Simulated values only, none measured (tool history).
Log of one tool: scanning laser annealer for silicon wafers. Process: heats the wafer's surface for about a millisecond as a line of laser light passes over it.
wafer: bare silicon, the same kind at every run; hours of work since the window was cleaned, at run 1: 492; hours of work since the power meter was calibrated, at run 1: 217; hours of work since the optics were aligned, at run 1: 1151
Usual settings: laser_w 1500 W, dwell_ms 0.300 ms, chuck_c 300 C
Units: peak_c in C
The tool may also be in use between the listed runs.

run,hour,laser_w,dwell_ms,chuck_c,hours of work since the window was cleaned,hours of work since the power meter was calibrated,hours of work since the optics were aligned,peak_c
1,0.0,1500,0.300,300,492,217,1151,1119
2,22.2,1500,0.300,300,504,229,1163,1122
3,42.7,1500,0.300,300,514,239,1173,1119
4,59.2,1500,0.300,300,523,248,1182,1120
5,80.9,1500,0.300,300,534,259,1193,1118
6,96.3,1500,0.300,300,542,267,1201,1115
7,111.9,1500,0.300,300,550,275,1209,1120
8,136.7,1500,0.300,300,563,288,1221,1115
9,158.4,1500,0.300,300,574,299,1233,1118
10,190.1,1500,0.340,300,590,315,1249,1176
11,213.5,1500,0.340,300,602,327,1261,1176
12,227.1,1500,0.340,300,609,334,1268,1177
13,250.7,1303,0.300,300,621,346,1280,1003
14,281.2,1385,0.277,300,637,362,1296,1017
15,304.5,1554,0.325,301,649,374,1308,1179
16,326.2,1587,0.289,321,660,385,1319,1164
17,356.4,1638,0.339,295,676,401,1334,1254
18,370.7,1525,0.262,313,683,408,1342,1077
19,384.1,1525,0.262,313,690,415,1349,1078
20,407.2,1527,0.300,300,702,427,1361,1126
21,431.6,1527,0.300,300,714,439,1373,1125
22,447.4,1527,0.300,300,723,448,1381,1128
23,469.9,1365,0.259,300,734,459,1393,974
24,500.8,1500,0.288,300,750,475,1409,1087

3 ways to go on from here, each from the tool as it stands after run 24. What would each give?
A,526.2,1638,0.371,308,763,488,1422,?
B,526.2,1500,0.300,298,763,488,1422,?
C,526.2,1500,0.251,300,763,488,1422,?

run,peak_c
A,1308
B,1107
C,1030
Without the tool's hidden state the same runs would have given:
run,peak_c
A,1355
B,1145
C,1065
